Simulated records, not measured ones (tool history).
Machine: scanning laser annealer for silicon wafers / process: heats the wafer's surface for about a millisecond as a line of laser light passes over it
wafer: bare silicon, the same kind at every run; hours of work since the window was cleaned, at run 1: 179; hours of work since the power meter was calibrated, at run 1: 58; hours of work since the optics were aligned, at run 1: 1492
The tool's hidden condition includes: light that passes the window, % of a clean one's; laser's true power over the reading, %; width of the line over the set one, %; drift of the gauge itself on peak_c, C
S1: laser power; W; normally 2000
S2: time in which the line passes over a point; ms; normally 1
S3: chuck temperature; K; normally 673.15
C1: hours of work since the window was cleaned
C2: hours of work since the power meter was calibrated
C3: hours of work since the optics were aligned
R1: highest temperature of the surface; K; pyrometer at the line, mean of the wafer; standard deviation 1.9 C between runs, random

run 1 hour=0 | S1=2000 S2=1 S3=673.15 | C1=179 C2=58 C3=1492 | R1=1397.15
run 2 hour=8.2 | S1=2000 S2=0.73 S3=673.15 | C1=183 C2=62 C3=1497 | R1=1276.15
run 3 hour=17.9 | S1=2000 S2=0.73 S3=673.15 | C1=188 C2=67 C3=1502 | R1=1280.15
run 4 hour=27.3 | S1=2000 S2=1 S3=649.15 | C1=193 C2=72 C3=1507 | R1=1371.15
run 5 hour=37 | S1=2000 S2=1 S3=649.15 | C1=198 C2=77 C3=1512 | R1=1372.15
run 6 hour=42.2 | S1=2000 S2=1 S3=649.15 | C1=201 C2=80 C3=1514 | R1=1370.15
run 7 hour=47.2 | S1=2000 S2=1 S3=649.15 | C1=204 C2=82 C3=1517 | R1=1372.15
run 8 hour=52.8 | S1=2000 S2=1 S3=697.15 | C1=206 C2=85 C3=1520 | R1=1419.15
run 9 hour=61.5 | S1=2000 S2=1 S3=697.15 | C1=211 C2=89 C3=1524 | R1=1422.15
run 10 hour=71.7 | S1=2000 S2=1 S3=697.15 | C1=216 C2=95 C3=1529 | R1=1418.15
run 11 hour=81.8 | S1=2000 S2=1 S3=673.15 | C1=221 C2=100 C3=1535 | R1=1394.15
run 12 hour=92.2 | S1=2000 S2=1 S3=673.15 | C1=227 C2=105 C3=1540 | R1=1394.15
run 13 hour=98.9 | S1=2122 S2=1 S3=673.15 | C1=230 C2=109 C3=1543 | R1=1450.15
run 14 hour=107.4 | S1=2000 S2=0.95 S3=673.15 | C1=235 C2=113 C3=1548 | R1=1374.15
run 15 hour=116.2 | S1=2000 S2=1 S3=660.15 | C1=239 C2=118 C3=1552 | R1=1381.15
run 16 hour=126 | S1=2000 S2=1 S3=640.15 | C1=244 C2=123 C3=1557 | R1=1357.15
run 17 hour=136.4 | S1=2000 S2=1 S3=640.15 | C1=249 C2=128 C3=1563 | R1=1356.15
run 18 hour=147.1 | S1=2000 S2=1 S3=640.15 | C1=255 C2=134 C3=1568 | R1=1357.15
run 19 hour=157.6 | S1=2000 S2=1 S3=640.15 | C1=260 C2=139 C3=1574 | R1=1355.15
-- hour=163.4 optics aligned, line set to its width
run 20 hour=169.4 | S1=2000 S2=1 S3=673.15 | C1=264 C2=142 C3=3 | R1=1383.15
run 21 hour=178.7 | S1=2000 S2=1 S3=673.15 | C1=269 C2=147 C3=8 | R1=1383.15
-- hour=189.5 optics aligned, line set to its width, once more
run 22 hour=194.1 | S1=1717 S2=0.8 S3=673.15 | C1=274 C2=153 C3=2 | R1=1209.15
run 23 hour=202.7 | S1=1717 S2=0.8 S3=673.15 | C1=278 C2=157 C3=7 | R1=1211.15
run 24 hour=211.9 | S1=2047 S2=1 S3=658.15 | C1=283 C2=162 C3=12 | R1=1416.15
run 25 hour=217.1 | S1=2047 S2=1 S3=658.15 | C1=286 C2=164 C3=14 | R1=1414.15
run 26 hour=225.8 | S1=2047 S2=1 S3=658.15 | C1=290 C2=169 C3=19 | R1=1415.15
run 27 hour=232.2 | S1=2047 S2=1 S3=658.15 | C1=294 C2=172 C3=22 | R1=1416.15
run 28 hour=243.1 | S1=2047 S2=1 S3=658.15 | C1=299 C2=178 C3=28 | R1=1411.15
run 29 hour=248 | S1=2109 S2=0.78 S3=674.15 | C1=302 C2=180 C3=30 | R1=1355.15
run 30 hour=253.5 | S1=1735 S2=1.25 S3=699.15 | C1=305 C2=183 C3=33 | R1=1398.15
run 31 hour=259.3 | S1=2000 S2=0.84 S3=711.15 | C1=308 C2=186 C3=36 | R1=1377.15
run 32 hour=270.1 | S1=2000 S2=0.84 S3=711.15 | C1=313 C2=192 C3=42 | R1=1375.15
run 33 hour=278.8 | S1=2114 S2=0.84 S3=644.15 | C1=318 C2=196 C3=46 | R1=1356.15
run 34 hour=285.1 | S1=2114 S2=0.84 S3=644.15 | C1=321 C2=199 C3=49 | R1=1357.15
run 35 hour=294.5 | S1=2114 S2=0.84 S3=644.15 | C1=326 C2=204 C3=54 | R1=1352.15
run 36 hour=302.7 | S1=2011 S2=1 S3=673.15 | C1=330 C2=209 C3=58 | R1=1412.15
run 37 hour=311.7 | S1=1746 S2=1.05 S3=673.15 | C1=335 C2=213 C3=63 | R1=1308.15

Run 38 comes next. What will it give?
run 38 hour=320 | S1=1832 S2=1 S3=673.15 | C1=339 C2=217 C3=67 | R1=?

Run 38 came out at R1 1329.15 K.
With the hidden condition absent and the run-to-run variation left alone, this run would have shown R1 1356.15 K.

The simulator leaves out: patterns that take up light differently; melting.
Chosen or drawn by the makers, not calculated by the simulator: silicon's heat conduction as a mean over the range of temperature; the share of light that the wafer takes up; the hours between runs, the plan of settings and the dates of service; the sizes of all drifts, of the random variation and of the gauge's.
